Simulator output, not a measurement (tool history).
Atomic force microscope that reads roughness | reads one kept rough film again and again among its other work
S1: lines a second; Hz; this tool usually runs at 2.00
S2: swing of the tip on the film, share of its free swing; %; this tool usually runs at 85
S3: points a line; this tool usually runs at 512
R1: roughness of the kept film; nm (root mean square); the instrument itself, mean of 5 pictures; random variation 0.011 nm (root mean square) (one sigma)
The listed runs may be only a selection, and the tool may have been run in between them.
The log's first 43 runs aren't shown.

Run 44, hour 2081.3: usual settings but S1 1.64 Hz, S2 79 %, S3 351. Result: R1 2.098 nm (root mean square).
Run 45, hour 2145.5: usual settings but S1 1.87 Hz, S2 56 %. Result: R1 2.171 nm (root mean square).
Run 46, hour 2190.4: usual settings but S1 1.87 Hz, S2 56 %. Result: R1 2.089 nm (root mean square).
Run 47, hour 2233.8: usual settings but S1 0.87 Hz, S2 63 %, S3 461. Result: R1 2.045 nm (root mean square).
At hour 2278.7: new tip fitted.
Run 48, hour 2298.6: usual settings but S1 0.87 Hz, S2 63 %, S3 461. Result: R1 2.775 nm (root mean square).
Run 49, hour 2332.2: usual settings but S1 0.87 Hz, S2 63 %, S3 461. Result: R1 2.685 nm (root mean square).
Run 50, hour 2392.4: usual settings but S1 0.87 Hz, S2 63 %, S3 931. Result: R1 2.552 nm (root mean square).
Run 51, hour 2427.2: usual settings but S1 2.61 Hz, S3 366. Result: R1 1.963 nm (root mean square).
Run 52, hour 2488.0: usual settings but S1 2.61 Hz, S3 366. Result: R1 1.862 nm (root mean square).
Run 53, hour 2528.9: usual settings but S1 1.04 Hz, S2 79 %, S3 877. Result: R1 2.154 nm (root mean square).

Predict each of these 3 candidate next runs independently; none follows another, all start after run 53:
Run A, hour 2565.7: usual settings but S1 1.69 Hz, S2 61 %, S3 741. Result: R1 ?.
Run B, hour 2565.7: usual settings but S1 1.04 Hz, S2 55 %, S3 816. Result: R1 ?.
Run C, hour 2565.7: usual settings but S1 1.57 Hz. Result: R1 ?.

run     R1
  A  2.134
  B  2.216
  C  1.922
Without the tool's hidden state the same runs would have given:
run     R1
  A  2.862
  B  2.969
  C  2.577

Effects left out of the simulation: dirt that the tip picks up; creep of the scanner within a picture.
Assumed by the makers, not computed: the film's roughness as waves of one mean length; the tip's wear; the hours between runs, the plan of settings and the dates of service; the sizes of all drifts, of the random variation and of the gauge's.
